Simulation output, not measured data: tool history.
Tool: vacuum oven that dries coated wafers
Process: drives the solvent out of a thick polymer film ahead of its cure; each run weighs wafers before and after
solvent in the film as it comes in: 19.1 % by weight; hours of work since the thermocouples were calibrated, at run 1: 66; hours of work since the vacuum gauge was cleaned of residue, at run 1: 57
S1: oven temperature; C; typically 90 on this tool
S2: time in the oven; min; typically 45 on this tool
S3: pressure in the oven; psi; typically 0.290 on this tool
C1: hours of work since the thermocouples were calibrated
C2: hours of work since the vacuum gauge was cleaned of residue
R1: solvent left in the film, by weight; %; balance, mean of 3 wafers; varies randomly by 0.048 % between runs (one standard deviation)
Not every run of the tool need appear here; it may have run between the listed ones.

run 1 hour=0.0 | S1=90 S2=45 S3=0.290 | C1=66 C2=57 | R1=3.62
run 2 hour=8.4 | S1=90 S2=45 S3=0.290 | C1=70 C2=61 | R1=3.67
run 3 hour=18.8 | S1=90 S2=45 S3=0.290 | C1=75 C2=65 | R1=3.71
run 4 hour=30.9 | S1=90 S2=31 S3=0.290 | C1=80 C2=71 | R1=5.61
run 5 hour=36.1 | S1=90 S2=45 S3=0.290 | C1=82 C2=73 | R1=3.69
run 6 hour=48.1 | S1=90 S2=45 S3=0.290 | C1=87 C2=78 | R1=3.65
run 7 hour=54.2 | S1=90 S2=45 S3=0.290 | C1=90 C2=81 | R1=3.62
run 8 hour=61.8 | S1=90 S2=45 S3=0.290 | C1=93 C2=84 | R1=3.60
run 9 hour=72.9 | S1=90 S2=45 S3=0.290 | C1=98 C2=89 | R1=3.65
run 10 hour=82.3 | S1=90 S2=45 S3=0.290 | C1=102 C2=93 | R1=3.66
run 11 hour=92.2 | S1=90 S2=45 S3=0.290 | C1=106 C2=97 | R1=3.63
run 12 hour=104.5 | S1=90 S2=45 S3=0.290 | C1=112 C2=102 | R1=3.59
run 13 hour=111.7 | S1=90 S2=25 S3=0.290 | C1=115 C2=106 | R1=6.90
run 14 hour=120.7 | S1=90 S2=25 S3=0.290 | C1=119 C2=109 | R1=6.71
run 15 hour=125.7 | S1=90 S2=23 S3=0.290 | C1=121 C2=112 | R1=7.18
run 16 hour=132.1 | S1=90 S2=23 S3=0.290 | C1=123 C2=114 | R1=7.28
run 17 hour=137.7 | S1=90 S2=23 S3=0.290 | C1=126 C2=117 | R1=7.24
run 18 hour=144.0 | S1=90 S2=23 S3=0.290 | C1=129 C2=119 | R1=7.25
run 19 hour=152.1 | S1=90 S2=23 S3=0.290 | C1=132 C2=123 | R1=7.16
run 20 hour=163.0 | S1=90 S2=23 S3=0.290 | C1=137 C2=128 | R1=7.27
run 21 hour=168.1 | S1=89 S2=55 S3=0.290 | C1=139 C2=130 | R1=3.08
run 22 hour=179.2 | S1=89 S2=55 S3=0.290 | C1=144 C2=135 | R1=3.02
run 23 hour=191.5 | S1=99 S2=44 S3=0.267 | C1=149 C2=140 | R1=1.35
run 24 hour=203.5 | S1=99 S2=44 S3=0.209 | C1=154 C2=145 | R1=1.22
run 25 hour=214.9 | S1=79 S2=63 S3=0.290 | C1=159 C2=150 | R1=6.15
run 26 hour=224.9 | S1=96 S2=78 S3=0.487 | C1=164 C2=154 | R1=1.19
run 27 hour=231.0 | S1=97 S2=55 S3=0.290 | C1=166 C2=157 | R1=1.22
run 28 hour=236.0 | S1=97 S2=55 S3=0.290 | C1=168 C2=159 | R1=1.24
run 29 hour=242.1 | S1=97 S2=55 S3=0.290 | C1=171 C2=162 | R1=1.15
run 30 hour=252.9 | S1=85 S2=55 S3=0.348 | C1=176 C2=167 | R1=4.57
run 31 hour=264.8 | S1=90 S2=77 S3=0.906 | C1=181 C2=172 | R1=3.00
run 32 hour=275.8 | S1=90 S2=59 S3=0.906 | C1=186 C2=176 | R1=3.73
run 33 hour=287.6 | S1=90 S2=59 S3=0.906 | C1=191 C2=181 | R1=3.67
run 34 hour=293.6 | S1=84 S2=59 S3=0.486 | C1=193 C2=184 | R1=4.89
run 35 hour=298.7 | S1=84 S2=45 S3=0.251 | C1=195 C2=186 | R1=5.81
run 36 hour=310.9 | S1=84 S2=45 S3=0.232 | C1=201 C2=192 | R1=5.84
run 37 hour=323.2 | S1=92 S2=41 S3=0.290 | C1=206 C2=197 | R1=3.47
run 38 hour=334.6 | S1=79 S2=78 S3=0.804 | C1=211 C2=202 | R1=6.45
run 39 hour=344.0 | S1=79 S2=41 S3=0.804 | C1=215 C2=206 | R1=9.43
run 40 hour=353.9 | S1=79 S2=45 S3=0.606 | C1=219 C2=210 | R1=8.67

Pick out some run-to-run changes in R1. Of each, how much would a tool without hidden state show as well, from the settings, what came in and chance, and how much is left for the hidden state and any gauge scatter not in both results compared?
Hidden state present: true wafer temperature over the reading, C; true pressure over the reading, kPa; drift of the gauge itself on solvent_pct, %.
Run 20 -> 21: S1 90 -> 89, S2 23 -> 55. R1 -4.19 %: hidden state -0.01, all else -4.18.
Run 24 -> 25: S1 99 -> 79, S2 44 -> 63, S3 0.209 -> 0.290. R1 +4.93 %: hidden state +0.06, all else +4.87.
Run 25 -> 26: S1 79 -> 96, S2 63 -> 78, S3 0.290 -> 0.487. R1 -4.96 %: hidden state -0.08, all else -4.88.
Run 29 -> 30: S1 97 -> 85, S3 0.290 -> 0.348. R1 +3.42 %: hidden state +0.06, all else +3.36.
